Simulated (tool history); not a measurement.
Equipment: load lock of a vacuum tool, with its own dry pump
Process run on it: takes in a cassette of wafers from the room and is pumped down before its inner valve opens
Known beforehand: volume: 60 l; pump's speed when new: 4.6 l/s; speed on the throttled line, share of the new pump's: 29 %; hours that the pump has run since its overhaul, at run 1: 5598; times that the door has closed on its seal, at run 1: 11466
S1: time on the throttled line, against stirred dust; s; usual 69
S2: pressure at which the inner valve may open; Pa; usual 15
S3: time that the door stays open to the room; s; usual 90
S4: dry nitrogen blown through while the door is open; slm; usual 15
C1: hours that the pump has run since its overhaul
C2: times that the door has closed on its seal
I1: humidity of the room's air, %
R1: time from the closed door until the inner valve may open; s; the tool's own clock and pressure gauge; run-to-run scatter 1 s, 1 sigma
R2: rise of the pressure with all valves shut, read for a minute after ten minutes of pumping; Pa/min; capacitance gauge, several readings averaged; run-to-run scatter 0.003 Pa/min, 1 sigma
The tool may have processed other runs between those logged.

{"run": 1, "hour": 0.0, "S1": 69, "S2": 15, "S3": 90, "S4": 15, "C1": 5598, "C2": 11466, "I1": 46.9, "R1": 171.5, "R2": 0.117}
{"run": 2, "hour": 155.6, "S1": 69, "S2": 15, "S3": 90, "S4": 15, "C1": 5754, "C2": 11784, "I1": 44.0, "R1": 168.6, "R2": 0.125}
{"run": 3, "hour": 310.6, "S1": 69, "S2": 15, "S3": 90, "S4": 15, "C1": 5909, "C2": 12102, "I1": 47.8, "R1": 171.3, "R2": 0.127}
{"run": 4, "hour": 444.6, "S1": 69, "S2": 15, "S3": 90, "S4": 15, "C1": 6043, "C2": 12376, "I1": 42.8, "R1": 171.8, "R2": 0.133}
{"run": 5, "hour": 604.7, "S1": 69, "S2": 15, "S3": 90, "S4": 15, "C1": 6203, "C2": 12704, "I1": 40.9, "R1": 173.4, "R2": 0.136}
{"run": 6, "hour": 698.7, "S1": 69, "S2": 15, "S3": 90, "S4": 15, "C1": 6297, "C2": 12897, "I1": 46.1, "R1": 172.4, "R2": 0.133}
{"run": 7, "hour": 783.2, "S1": 69, "S2": 15, "S3": 90, "S4": 15, "C1": 6381, "C2": 13069, "I1": 43.6, "R1": 170.5, "R2": 0.139}
{"run": 8, "hour": 858.5, "S1": 69, "S2": 15, "S3": 90, "S4": 15, "C1": 6457, "C2": 13224, "I1": 43.9, "R1": 172.6, "R2": 0.141}
{"run": 9, "hour": 996.7, "S1": 69, "S2": 15, "S3": 90, "S4": 15, "C1": 6595, "C2": 13507, "I1": 43.9, "R1": 173.1, "R2": 0.145}
{"run": 10, "hour": 1151.4, "S1": 69, "S2": 20, "S3": 90, "S4": 15, "C1": 6750, "C2": 13824, "I1": 44.7, "R1": 168.0, "R2": 0.146}
{"run": 11, "hour": 1243.8, "S1": 69, "S2": 18, "S3": 90, "S4": 15, "C1": 6842, "C2": 14013, "I1": 43.3, "R1": 170.1, "R2": 0.15}
{"run": 12, "hour": 1378.2, "S1": 69, "S2": 15, "S3": 90, "S4": 15, "C1": 6976, "C2": 14288, "I1": 42.9, "R1": 172.8, "R2": 0.147}
{"run": 13, "hour": 1477.2, "S1": 69, "S2": 15, "S3": 90, "S4": 15, "C1": 7075, "C2": 14491, "I1": 46.1, "R1": 173.6, "R2": 0.154}
{"run": 14, "hour": 1604.5, "S1": 69, "S2": 15, "S3": 90, "S4": 34, "C1": 7203, "C2": 14752, "I1": 45.2, "R1": 171.8, "R2": 0.143}
{"run": 15, "hour": 1743.8, "S1": 69, "S2": 15, "S3": 90, "S4": 34, "C1": 7342, "C2": 15037, "I1": 45.3, "R1": 172.7, "R2": 0.151}
{"run": 16, "hour": 1860.5, "S1": 85, "S2": 21, "S3": 26, "S4": 20, "C1": 7459, "C2": 15276, "I1": 45.1, "R1": 179.3, "R2": 0.144}
{"run": 17, "hour": 1955.6, "S1": 61, "S2": 19, "S3": 44, "S4": 6, "C1": 7554, "C2": 15471, "I1": 44.2, "R1": 164.7, "R2": 0.173}
{"run": 18, "hour": 2058.1, "S1": 35, "S2": 17, "S3": 50, "S4": 25, "C1": 7656, "C2": 15681, "I1": 46.9, "R1": 149.2, "R2": 0.15}
{"run": 19, "hour": 2146.5, "S1": 35, "S2": 17, "S3": 50, "S4": 25, "C1": 7745, "C2": 15862, "I1": 45.3, "R1": 149.6, "R2": 0.152}
{"run": 20, "hour": 2211.8, "S1": 69, "S2": 15, "S3": 87, "S4": 9, "C1": 7810, "C2": 15996, "I1": 45.7, "R1": 172.5, "R2": 0.184}
{"run": 21, "hour": 2305.1, "S1": 79, "S2": 15, "S3": 90, "S4": 35, "C1": 7903, "C2": 16186, "I1": 45.2, "R1": 180.6, "R2": 0.163}
{"run": 22, "hour": 2401.9, "S1": 69, "S2": 21, "S3": 197, "S4": 15, "C1": 8000, "C2": 16385, "I1": 44.0, "R1": 167.4, "R2": 0.189}
{"run": 23, "hour": 2517.0, "S1": 69, "S2": 13, "S3": 90, "S4": 7, "C1": 8115, "C2": 16620, "I1": 43.9, "R1": 175.1, "R2": 0.194}
{"run": 24, "hour": 2662.6, "S1": 56, "S2": 22, "S3": 141, "S4": 39, "C1": 8261, "C2": 16919, "I1": 42.6, "R1": 159.2, "R2": 0.169}
{"run": 25, "hour": 2749.6, "S1": 56, "S2": 22, "S3": 141, "S4": 39, "C1": 8348, "C2": 17097, "I1": 45.1, "R1": 160.7, "R2": 0.174}
{"run": 26, "hour": 2880.3, "S1": 56, "S2": 22, "S3": 141, "S4": 39, "C1": 8478, "C2": 17365, "I1": 44.3, "R1": 159.7, "R2": 0.173}
{"run": 27, "hour": 3017.4, "S1": 69, "S2": 15, "S3": 90, "S4": 13, "C1": 8616, "C2": 17645, "I1": 46.7, "R1": 175.8, "R2": 0.191}
{"run": 28, "hour": 3169.4, "S1": 34, "S2": 12, "S3": 90, "S4": 15, "C1": 8768, "C2": 17957, "I1": 43.5, "R1": 152.6, "R2": 0.195}
{"run": 29, "hour": 3276.5, "S1": 79, "S2": 12, "S3": 41, "S4": 11, "C1": 8875, "C2": 18176, "I1": 46.4, "R1": 186.9, "R2": 0.191}

3 options for the next run, each taken on its own from the tool as it stands now. Forecast them:
{"run": "A", "hour": 3410.4, "S1": 49, "S2": 25, "S3": 31, "S4": 11, "C1": 9009, "C2": 18450, "I1": 44.1, "R1": "?", "R2": "?"}
{"run": "B", "hour": 3410.4, "S1": 73, "S2": 12, "S3": 50, "S4": 11, "C1": 9009, "C2": 18450, "I1": 47.6, "R1": "?", "R2": "?"}
{"run": "C", "hour": 3410.4, "S1": 79, "S2": 23, "S3": 104, "S4": 11, "C1": 9009, "C2": 18450, "I1": 42.1, "R1": "?", "R2": "?"}

run=A R1=154.8 R2=0.193
run=B R1=180.3 R2=0.206
run=C R1=175.9 R2=0.205
Had the tool no hidden state, the same runs would have come out as:
run=A R1=144.7 R2=0.031
run=B R1=170.0 R2=0.044
run=C R1=166.4 R2=0.045

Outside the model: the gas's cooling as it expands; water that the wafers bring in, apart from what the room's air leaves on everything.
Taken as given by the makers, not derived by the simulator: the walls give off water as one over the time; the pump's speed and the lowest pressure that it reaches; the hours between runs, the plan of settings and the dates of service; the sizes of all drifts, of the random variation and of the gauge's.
